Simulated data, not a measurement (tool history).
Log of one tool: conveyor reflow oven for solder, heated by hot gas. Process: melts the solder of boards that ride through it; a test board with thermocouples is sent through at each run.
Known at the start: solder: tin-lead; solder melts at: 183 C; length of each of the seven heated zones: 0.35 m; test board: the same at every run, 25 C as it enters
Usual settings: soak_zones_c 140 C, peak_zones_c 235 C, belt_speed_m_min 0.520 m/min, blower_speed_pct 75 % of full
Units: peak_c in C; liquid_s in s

{"run": 1, "day": 0.0, "soak_zones_c": 140, "peak_zones_c": 235, "belt_speed_m_min": 0.52, "blower_speed_pct": 75, "peak_c": 213.9, "liquid_s": 58.1}
{"run": 2, "day": 0.421, "soak_zones_c": 140, "peak_zones_c": 235, "belt_speed_m_min": 0.52, "blower_speed_pct": 75, "peak_c": 213.0, "liquid_s": 57.5}
{"run": 3, "day": 0.892, "soak_zones_c": 140, "peak_zones_c": 235, "belt_speed_m_min": 0.52, "blower_speed_pct": 75, "peak_c": 214.3, "liquid_s": 57.6}
{"run": 4, "day": 1.25, "soak_zones_c": 140, "peak_zones_c": 235, "belt_speed_m_min": 0.52, "blower_speed_pct": 75, "peak_c": 213.7, "liquid_s": 57.5}
{"run": 5, "day": 1.542, "soak_zones_c": 140, "peak_zones_c": 231, "belt_speed_m_min": 0.52, "blower_speed_pct": 75, "peak_c": 209.8, "liquid_s": 54.0}
{"run": 6, "day": 2.012, "soak_zones_c": 140, "peak_zones_c": 231, "belt_speed_m_min": 0.52, "blower_speed_pct": 75, "peak_c": 210.1, "liquid_s": 54.1}
{"run": 7, "day": 2.471, "soak_zones_c": 140, "peak_zones_c": 239, "belt_speed_m_min": 0.52, "blower_speed_pct": 75, "peak_c": 217.3, "liquid_s": 60.0}
{"run": 8, "day": 3.042, "soak_zones_c": 140, "peak_zones_c": 239, "belt_speed_m_min": 0.52, "blower_speed_pct": 87, "peak_c": 218.7, "liquid_s": 63.1}
{"run": 9, "day": 3.521, "soak_zones_c": 140, "peak_zones_c": 239, "belt_speed_m_min": 0.52, "blower_speed_pct": 87, "peak_c": 219.9, "liquid_s": 62.4}
{"run": 10, "day": 4.096, "soak_zones_c": 140, "peak_zones_c": 235, "belt_speed_m_min": 0.52, "blower_speed_pct": 75, "peak_c": 213.1, "liquid_s": 57.7}
{"run": 11, "day": 4.496, "soak_zones_c": 130, "peak_zones_c": 235, "belt_speed_m_min": 0.52, "blower_speed_pct": 75, "peak_c": 209.8, "liquid_s": 51.6}
{"run": 12, "day": 4.896, "soak_zones_c": 130, "peak_zones_c": 235, "belt_speed_m_min": 0.52, "blower_speed_pct": 75, "peak_c": 210.9, "liquid_s": 51.3}
{"run": 13, "day": 5.383, "soak_zones_c": 140, "peak_zones_c": 229, "belt_speed_m_min": 0.52, "blower_speed_pct": 75, "peak_c": 208.3, "liquid_s": 51.7}
{"run": 14, "day": 5.792, "soak_zones_c": 140, "peak_zones_c": 229, "belt_speed_m_min": 0.52, "blower_speed_pct": 75, "peak_c": 208.1, "liquid_s": 52.1}
{"run": 15, "day": 6.462, "soak_zones_c": 143, "peak_zones_c": 235, "belt_speed_m_min": 0.52, "blower_speed_pct": 80, "peak_c": 214.7, "liquid_s": 59.8}
{"run": 16, "day": 6.871, "soak_zones_c": 148, "peak_zones_c": 235, "belt_speed_m_min": 0.52, "blower_speed_pct": 82, "peak_c": 215.7, "liquid_s": 63.4}
{"run": 17, "day": 7.196, "soak_zones_c": 148, "peak_zones_c": 235, "belt_speed_m_min": 0.52, "blower_speed_pct": 82, "peak_c": 215.7, "liquid_s": 63.0}
{"run": 18, "day": 7.521, "soak_zones_c": 148, "peak_zones_c": 235, "belt_speed_m_min": 0.516, "blower_speed_pct": 82, "peak_c": 216.5, "liquid_s": 64.1}
{"day": 8.05, "done": "flux residue cleaned out of gas plates and filters"}
{"run": 19, "day": 8.325, "soak_zones_c": 140, "peak_zones_c": 241, "belt_speed_m_min": 0.462, "blower_speed_pct": 75, "peak_c": 223.6, "liquid_s": 74.6}
{"day": 8.546, "done": "belt drive overhauled, speed set with a stopwatch"}
{"run": 20, "day": 9.008, "soak_zones_c": 139, "peak_zones_c": 231, "belt_speed_m_min": 0.619, "blower_speed_pct": 75, "peak_c": 204.1, "liquid_s": 39.6}
{"run": 21, "day": 9.621, "soak_zones_c": 129, "peak_zones_c": 230, "belt_speed_m_min": 0.483, "blower_speed_pct": 87, "peak_c": 213.2, "liquid_s": 59.3}
{"run": 22, "day": 10.0, "soak_zones_c": 153, "peak_zones_c": 230, "belt_speed_m_min": 0.532, "blower_speed_pct": 87, "peak_c": 214.8, "liquid_s": 63.6}
{"run": 23, "day": 10.575, "soak_zones_c": 153, "peak_zones_c": 230, "belt_speed_m_min": 0.532, "blower_speed_pct": 87, "peak_c": 214.6, "liquid_s": 64.2}
{"day": 10.875, "done": "belt drive overhauled, speed set with a stopwatch, once more"}
{"run": 24, "day": 11.05, "soak_zones_c": 140, "peak_zones_c": 235, "belt_speed_m_min": 0.616, "blower_speed_pct": 55, "peak_c": 200.0, "liquid_s": 32.3}
{"run": 25, "day": 11.338, "soak_zones_c": 140, "peak_zones_c": 244, "belt_speed_m_min": 0.52, "blower_speed_pct": 66, "peak_c": 218.4, "liquid_s": 61.8}
{"run": 26, "day": 11.717, "soak_zones_c": 142, "peak_zones_c": 235, "belt_speed_m_min": 0.462, "blower_speed_pct": 74, "peak_c": 217.6, "liquid_s": 70.6}
{"run": 27, "day": 12.388, "soak_zones_c": 144, "peak_zones_c": 235, "belt_speed_m_min": 0.462, "blower_speed_pct": 74, "peak_c": 217.9, "liquid_s": 71.0}

Forecast each of these 3 alternatives for the next run:
{"run": "A", "day": 12.842, "soak_zones_c": 140, "peak_zones_c": 240, "belt_speed_m_min": 0.52, "blower_speed_pct": 75, "peak_c": "?", "liquid_s": "?"}
{"run": "B", "day": 12.842, "soak_zones_c": 141, "peak_zones_c": 235, "belt_speed_m_min": 0.458, "blower_speed_pct": 75, "peak_c": "?", "liquid_s": "?"}
{"run": "C", "day": 12.842, "soak_zones_c": 147, "peak_zones_c": 240, "belt_speed_m_min": 0.52, "blower_speed_pct": 70, "peak_c": "?", "liquid_s": "?"}

run=A peak_c=217.7 liquid_s=60.5
run=B peak_c=218.0 liquid_s=70.1
run=C peak_c=217.7 liquid_s=64.2
Without the tool's hidden state the same runs would have given:
run=A peak_c=220.0 liquid_s=62.4
run=B peak_c=220.2 liquid_s=72.2
run=C peak_c=219.8 liquid_s=66.2
